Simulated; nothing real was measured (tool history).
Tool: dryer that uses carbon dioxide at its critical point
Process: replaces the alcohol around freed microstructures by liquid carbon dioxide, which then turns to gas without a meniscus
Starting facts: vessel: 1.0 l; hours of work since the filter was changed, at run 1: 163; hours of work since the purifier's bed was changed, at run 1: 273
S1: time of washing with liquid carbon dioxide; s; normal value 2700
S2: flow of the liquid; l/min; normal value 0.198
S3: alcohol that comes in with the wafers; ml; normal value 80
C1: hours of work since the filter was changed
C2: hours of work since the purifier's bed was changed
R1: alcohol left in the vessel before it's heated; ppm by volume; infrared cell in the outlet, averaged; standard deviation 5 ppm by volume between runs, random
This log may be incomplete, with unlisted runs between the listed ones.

{"run": 1, "day": 0.0, "S1": 2700, "S2": 0.198, "S3": 80, "C1": 163, "C2": 273, "R1": 44}
{"run": 2, "day": 1.129, "S1": 2700, "S2": 0.198, "S3": 80, "C1": 174, "C2": 284, "R1": 49}
{"run": 3, "day": 1.921, "S1": 2700, "S2": 0.171, "S3": 80, "C1": 181, "C2": 291, "R1": 119}
{"run": 4, "day": 3.125, "S1": 2700, "S2": 0.171, "S3": 80, "C1": 192, "C2": 303, "R1": 114}
{"run": 5, "day": 3.954, "S1": 2700, "S2": 0.171, "S3": 80, "C1": 200, "C2": 311, "R1": 122}
{"run": 6, "day": 5.042, "S1": 2700, "S2": 0.171, "S3": 80, "C1": 210, "C2": 321, "R1": 111}
{"run": 7, "day": 6.417, "S1": 2700, "S2": 0.198, "S3": 80, "C1": 223, "C2": 334, "R1": 53}
{"run": 8, "day": 7.604, "S1": 2700, "S2": 0.198, "S3": 80, "C1": 234, "C2": 345, "R1": 54}
{"run": 9, "day": 9.288, "S1": 2700, "S2": 0.198, "S3": 80, "C1": 250, "C2": 361, "R1": 61}
{"run": 10, "day": 9.988, "S1": 2700, "S2": 0.221, "S3": 80, "C1": 257, "C2": 367, "R1": 37}
{"run": 11, "day": 11.108, "S1": 2700, "S2": 0.221, "S3": 80, "C1": 267, "C2": 378, "R1": 30}
{"run": 12, "day": 12.7, "S1": 2700, "S2": 0.198, "S3": 104, "C1": 282, "C2": 393, "R1": 64}
{"day": 13.958, "done": "inlet filter changed"}
{"run": 13, "day": 14.4, "S1": 2700, "S2": 0.287, "S3": 80, "C1": 4, "C2": 408, "R1": 24}
{"run": 14, "day": 15.808, "S1": 2700, "S2": 0.205, "S3": 80, "C1": 17, "C2": 422, "R1": 38}
{"run": 15, "day": 16.833, "S1": 2700, "S2": 0.205, "S3": 80, "C1": 27, "C2": 431, "R1": 48}
{"run": 16, "day": 17.829, "S1": 2700, "S2": 0.198, "S3": 80, "C1": 36, "C2": 441, "R1": 58}
{"run": 17, "day": 18.712, "S1": 2700, "S2": 0.198, "S3": 80, "C1": 45, "C2": 449, "R1": 53}
{"run": 18, "day": 19.858, "S1": 2640, "S2": 0.198, "S3": 80, "C1": 55, "C2": 460, "R1": 52}
{"run": 19, "day": 20.7, "S1": 2760, "S2": 0.198, "S3": 82, "C1": 63, "C2": 468, "R1": 51}
{"run": 20, "day": 21.5, "S1": 2820, "S2": 0.198, "S3": 80, "C1": 71, "C2": 475, "R1": 42}
{"run": 21, "day": 22.908, "S1": 3360, "S2": 0.129, "S3": 28, "C1": 84, "C2": 488, "R1": 85}
{"run": 22, "day": 24.008, "S1": 3360, "S2": 0.205, "S3": 87, "C1": 94, "C2": 499, "R1": 26}
{"run": 23, "day": 25.296, "S1": 3360, "S2": 0.205, "S3": 87, "C1": 107, "C2": 511, "R1": 41}
{"run": 24, "day": 26.592, "S1": 3360, "S2": 0.205, "S3": 87, "C1": 119, "C2": 523, "R1": 31}

Predict the results of run 25:
{"run": 25, "day": 27.529, "S1": 3360, "S2": 0.163, "S3": 87, "C1": 128, "C2": 532, "R1": "?"}

R1: 56 ppm by volume
If the tool had no hidden condition, the same run with the same run-to-run variation would have returned R1 25 ppm by volume.
